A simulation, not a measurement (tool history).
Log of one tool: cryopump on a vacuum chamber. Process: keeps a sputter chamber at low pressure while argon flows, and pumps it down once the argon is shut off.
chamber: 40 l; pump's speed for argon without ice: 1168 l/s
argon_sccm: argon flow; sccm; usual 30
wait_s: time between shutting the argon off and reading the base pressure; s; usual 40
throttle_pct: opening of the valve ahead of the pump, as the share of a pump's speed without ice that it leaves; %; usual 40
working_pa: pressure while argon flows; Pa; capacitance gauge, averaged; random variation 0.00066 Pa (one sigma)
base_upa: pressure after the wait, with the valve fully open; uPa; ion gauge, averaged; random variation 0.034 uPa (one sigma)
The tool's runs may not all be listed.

run,day,argon_sccm,wait_s,throttle_pct,working_pa,base_upa
1,0,30,40,40,0.11,1.92
2,0.983,30,40,40,0.1095,1.9
3,1.867,30,40,40,0.1107,1.93
4,3.117,30,40,40,0.113,1.93
5,4.254,30,40,40,0.1132,1.96
6,5.562,30,264,40,0.1145,0.63
7,6.358,30,264,40,0.1165,0.62
8,7.579,19,27,40,0.0736,2.76
9,8.338,19,27,40,0.0746,2.76
10,9.454,19,27,40,0.0766,2.72

The next listed run, before its measurement:
11,10.342,19,27,40,?,?

Run 11 gave working_pa 0.0766 Pa, base_upa 2.84 uPa.
Without the tool's hidden state the same run would have given working_pa 0.0688 Pa, base_upa 2.65 uPa.

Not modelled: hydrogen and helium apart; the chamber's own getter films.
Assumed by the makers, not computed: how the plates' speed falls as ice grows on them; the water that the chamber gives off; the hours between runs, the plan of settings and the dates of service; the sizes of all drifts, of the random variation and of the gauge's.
